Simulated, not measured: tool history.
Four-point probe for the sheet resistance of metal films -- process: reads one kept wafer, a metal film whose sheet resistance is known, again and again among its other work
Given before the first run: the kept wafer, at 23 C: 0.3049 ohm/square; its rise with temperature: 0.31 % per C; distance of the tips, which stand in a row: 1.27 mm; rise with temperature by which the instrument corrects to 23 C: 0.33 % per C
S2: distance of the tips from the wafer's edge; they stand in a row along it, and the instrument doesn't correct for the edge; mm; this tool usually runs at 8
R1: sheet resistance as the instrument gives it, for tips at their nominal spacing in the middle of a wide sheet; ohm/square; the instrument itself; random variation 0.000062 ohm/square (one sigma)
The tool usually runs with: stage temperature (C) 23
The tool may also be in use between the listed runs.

Run 1, day 0.000: usual settings. Result: R1 0.308954 ohm/square.
Run 2, day 0.771: usual settings. Result: R1 0.308964 ohm/square.
Run 3, day 1.912: usual settings. Result: R1 0.308915 ohm/square.
Run 4, day 2.596: usual settings but stage temperature (C) 19. Result: R1 0.309427 ohm/square.
Run 5, day 3.579: usual settings but stage temperature (C) 19. Result: R1 0.309327 ohm/square.
Run 6, day 4.475: usual settings but stage temperature (C) 19. Result: R1 0.309386 ohm/square.
Run 7, day 5.692: usual settings but stage temperature (C) 19. Result: R1 0.309447 ohm/square.
Run 8, day 6.479: usual settings but S2 6 mm. Result: R1 0.312103 ohm/square.
Run 9, day 7.550: usual settings but S2 6 mm. Result: R1 0.311969 ohm/square.
Run 10, day 8.846: usual settings. Result: R1 0.308893 ohm/square.
Run 11, day 10.142: usual settings. Result: R1 0.309050 ohm/square.
Run 12, day 11.046: usual settings but S2 6 mm. Result: R1 0.312124 ohm/square.
Run 13, day 11.883: usual settings but S2 6 mm. Result: R1 0.312040 ohm/square.
Run 14, day 12.471: usual settings but S2 38 mm. Result: R1 0.305068 ohm/square.
Run 15, day 13.304: usual settings but S2 38 mm. Result: R1 0.305036 ohm/square.
Run 16, day 14.233: usual settings. Result: R1 0.309023 ohm/square.
Run 17, day 14.867: usual settings. Result: R1 0.308926 ohm/square.
Run 18, day 15.783: usual settings. Result: R1 0.308921 ohm/square.
Run 19, day 16.579: usual settings but S2 5 mm. Result: R1 0.315082 ohm/square.
Run 20, day 17.262: usual settings but S2 62 mm. Result: R1 0.304920 ohm/square.
Run 21, day 17.917: usual settings. Result: R1 0.309029 ohm/square.
Run 22, day 18.654: usual settings but S2 11 mm. Result: R1 0.307113 ohm/square.
Run 23, day 19.267: usual settings but S2 11 mm. Result: R1 0.307083 ohm/square.
Run 24, day 19.804: usual settings but S2 11 mm. Result: R1 0.307039 ohm/square.
Run 25, day 20.446: usual settings but S2 11 mm. Result: R1 0.307122 ohm/square.
Run 26, day 21.471: usual settings but stage temperature (C) 22, S2 10 mm. Result: R1 0.307585 ohm/square.
Run 27, day 22.000: usual settings but stage temperature (C) 27. Result: R1 0.308662 ohm/square.

What does the tool deliver on the next run?
Run 28, day 22.979: usual settings but stage temperature (C) 30, S2 19 mm. Result: R1 ?.

Run 28 measured R1 0.304908 ohm/square.
With the hidden condition absent and the run-to-run variation left alone, this run would have shown R1 0.304907 ohm/square.

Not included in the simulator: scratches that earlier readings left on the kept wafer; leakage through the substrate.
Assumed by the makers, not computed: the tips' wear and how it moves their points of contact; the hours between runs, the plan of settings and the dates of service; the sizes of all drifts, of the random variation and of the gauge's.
